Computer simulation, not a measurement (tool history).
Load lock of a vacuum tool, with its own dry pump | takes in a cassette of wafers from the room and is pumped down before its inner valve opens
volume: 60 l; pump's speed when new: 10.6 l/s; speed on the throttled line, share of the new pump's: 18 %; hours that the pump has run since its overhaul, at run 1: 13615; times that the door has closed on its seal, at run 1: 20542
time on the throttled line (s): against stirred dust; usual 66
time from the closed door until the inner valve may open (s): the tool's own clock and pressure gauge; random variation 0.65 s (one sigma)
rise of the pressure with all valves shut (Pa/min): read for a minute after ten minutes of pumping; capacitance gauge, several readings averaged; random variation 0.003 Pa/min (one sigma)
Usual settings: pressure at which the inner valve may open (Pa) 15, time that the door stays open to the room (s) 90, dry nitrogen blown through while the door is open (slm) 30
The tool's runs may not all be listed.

| run | hour | time on the throttled line (s) | pressure at which the inner valve may open (Pa) | time that the door stays open to the room (s) | dry nitrogen blown through while the door is open (slm) | hours that the pump has run since its overhaul | times that the door has closed on its seal | incoming humidity of the room's air, % | time from the closed door until the inner valve may open (s) | rise of the pressure with all valves shut (Pa/min) |
|---|---|---|---|---|---|---|---|---|---|---|
| 1 | 0.0 | 66 | 15 | 90 | 30 | 13615 | 20542 | 47.2 | 113.7 | 0.435 |
| 2 | 518.4 | 66 | 13 | 90 | 30 | 14133 | 21064 | 44.7 | 114.0 | 0.447 |
| 3 | 1195.4 | 66 | 13 | 90 | 30 | 14810 | 21747 | 42.5 | 115.1 | 0.469 |
|  | 1259.2 | dry pump taken out, an overhauled one fitted |
| 4 | 1874.6 | 66 | 15 | 90 | 30 | 615 | 22425 | 43.9 | 106.5 | 0.496 |
| 5 | 2556.7 | 66 | 15 | 90 | 30 | 1298 | 23113 | 46.2 | 105.1 | 0.527 |
|  | 3050.5 | door's seal changed, seat wiped |
| 6 | 3250.1 | 66 | 15 | 90 | 30 | 1989 | 201 | 44.9 | 105.8 | 0.033 |
| 7 | 3616.4 | 66 | 15 | 90 | 30 | 2356 | 570 | 44.0 | 106.1 | 0.031 |
| 8 | 4303.9 | 66 | 15 | 90 | 30 | 3043 | 1263 | 43.5 | 106.5 | 0.037 |
| 9 | 5004.7 | 66 | 15 | 90 | 30 | 3744 | 1970 | 44.9 | 106.1 | 0.047 |
| 10 | 5303.6 | 66 | 15 | 28 | 30 | 4043 | 2271 | 44.1 | 106.6 | 0.032 |
| 11 | 5982.2 | 66 | 15 | 32 | 30 | 4721 | 2955 | 43.4 | 107.1 | 0.043 |
| 12 | 6299.5 | 66 | 21 | 32 | 30 | 5039 | 3275 | 44.7 | 103.7 | 0.046 |
| 13 | 6816.7 | 66 | 21 | 32 | 30 | 5556 | 3796 | 45.0 | 106.1 | 0.049 |
| 14 | 7456.4 | 66 | 21 | 32 | 30 | 6196 | 4441 | 42.6 | 105.4 | 0.061 |
| 15 | 7951.1 | 66 | 15 | 90 | 30 | 6690 | 4940 | 46.9 | 107.9 | 0.079 |
| 16 | 8369.9 | 66 | 15 | 90 | 14 | 7109 | 5362 | 47.0 | 108.3 | 0.099 |
| 17 | 8959.1 | 72 | 15 | 90 | 30 | 7698 | 5956 | 42.5 | 112.2 | 0.090 |
| 18 | 9392.4 | 72 | 15 | 90 | 30 | 8132 | 6392 | 41.1 | 115.0 | 0.099 |
| 19 | 10052.4 | 72 | 15 | 90 | 30 | 8792 | 7058 | 41.7 | 114.7 | 0.109 |
| 20 | 10536.6 | 72 | 15 | 90 | 30 | 9276 | 7546 | 45.2 | 113.6 | 0.117 |
| 21 | 11224.9 | 72 | 15 | 90 | 35 | 9964 | 8239 | 45.0 | 114.6 | 0.126 |
| 22 | 11890.4 | 104 | 15 | 90 | 35 | 10630 | 8910 | 45.0 | 142.4 | 0.137 |
| 23 | 12230.5 | 104 | 25 | 106 | 35 | 10970 | 9253 | 47.2 | 139.2 | 0.145 |
| 24 | 12808.0 | 104 | 25 | 106 | 35 | 11547 | 9835 | 45.7 | 139.3 | 0.159 |
| 25 | 13465.0 | 104 | 25 | 106 | 35 | 12204 | 10497 | 45.6 | 138.0 | 0.169 |
| 26 | 13927.7 | 104 | 25 | 106 | 35 | 12667 | 10964 | 42.1 | 138.1 | 0.173 |
| 27 | 14392.1 | 104 | 25 | 106 | 35 | 13131 | 11432 | 40.6 | 139.0 | 0.185 |
| 28 | 15076.9 | 35 | 13 | 54 | 34 | 13816 | 12122 | 43.6 | 88.6 | 0.192 |
| 29 | 15755.8 | 108 | 15 | 38 | 27 | 14495 | 12806 | 44.2 | 145.4 | 0.211 |
|  | 16143.2 | dry pump taken out, an overhauled one fitted |
| 30 | 16288.9 | 127 | 15 | 90 | 10 | 146 | 13338 | 44.1 | 154.4 | 0.249 |
| 31 | 16606.0 | 127 | 13 | 234 | 39 | 463 | 13657 | 46.2 | 157.4 | 0.248 |
| 32 | 17046.9 | 127 | 13 | 27 | 41 | 904 | 14102 | 44.5 | 156.7 | 0.232 |
| 33 | 17410.5 | 94 | 26 | 49 | 13 | 1267 | 14468 | 45.0 | 124.7 | 0.260 |
| 34 | 17903.7 | 66 | 11 | 90 | 8 | 1761 | 14965 | 43.5 | 107.4 | 0.288 |
| 35 | 18475.1 | 66 | 16 | 94 | 21 | 2332 | 15541 | 44.1 | 105.0 | 0.300 |
| 36 | 18837.8 | 66 | 16 | 94 | 21 | 2695 | 15907 | 47.5 | 104.6 | 0.304 |

Some steps in time from the closed door until the inner valve may open (s) between neighbouring runs. How much of each would the tool show without its hidden state too (settings, what came in, random variation), and how much is left for the hidden state, with any gauge scatter that isn't in both results?
The hidden state here: pump's speed, % of a new pump's; leak at the door's seal, Pa l/s; drift of the gauge itself on ready_s, %; drift of the gauge itself on rise_pa_min, %.
Run 3 -> 4: pressure at which the inner valve may open (Pa) 13 -> 15, dry pump taken out, an overhauled one fitted. time from the closed door until the inner valve may open (s) -8.6: hidden state -9.0, all else +0.4.
Run 27 -> 28: time on the throttled line (s) 104 -> 35, pressure at which the inner valve may open (Pa) 25 -> 13, time that the door stays open to the room (s) 106 -> 54, dry nitrogen blown through while the door is open (slm) 35 -> 34. time from the closed door until the inner valve may open (s) -50.4: hidden state +3.9, all else -54.3.
Run 28 -> 29: time on the throttled line (s) 35 -> 108, pressure at which the inner valve may open (Pa) 13 -> 15, time that the door stays open to the room (s) 54 -> 38, dry nitrogen blown through while the door is open (slm) 34 -> 27. time from the closed door until the inner valve may open (s) +56.8: hidden state -2.6, all else +59.4.
Run 29 -> 30: time on the throttled line (s) 108 -> 127, time that the door stays open to the room (s) 38 -> 90, dry nitrogen blown through while the door is open (slm) 27 -> 10, dry pump taken out, an overhauled one fitted. time from the closed door until the inner valve may open (s) +9.0: hidden state -7.6, all else +16.6.
Run 32 -> 33: time on the throttled line (s) 127 -> 94, pressure at which the inner valve may open (Pa) 13 -> 26, time that the door stays open to the room (s) 27 -> 49, dry nitrogen blown through while the door is open (slm) 41 -> 13. time from the closed door until the inner valve may open (s) -32.0: hidden state +0.1, all else -32.1.
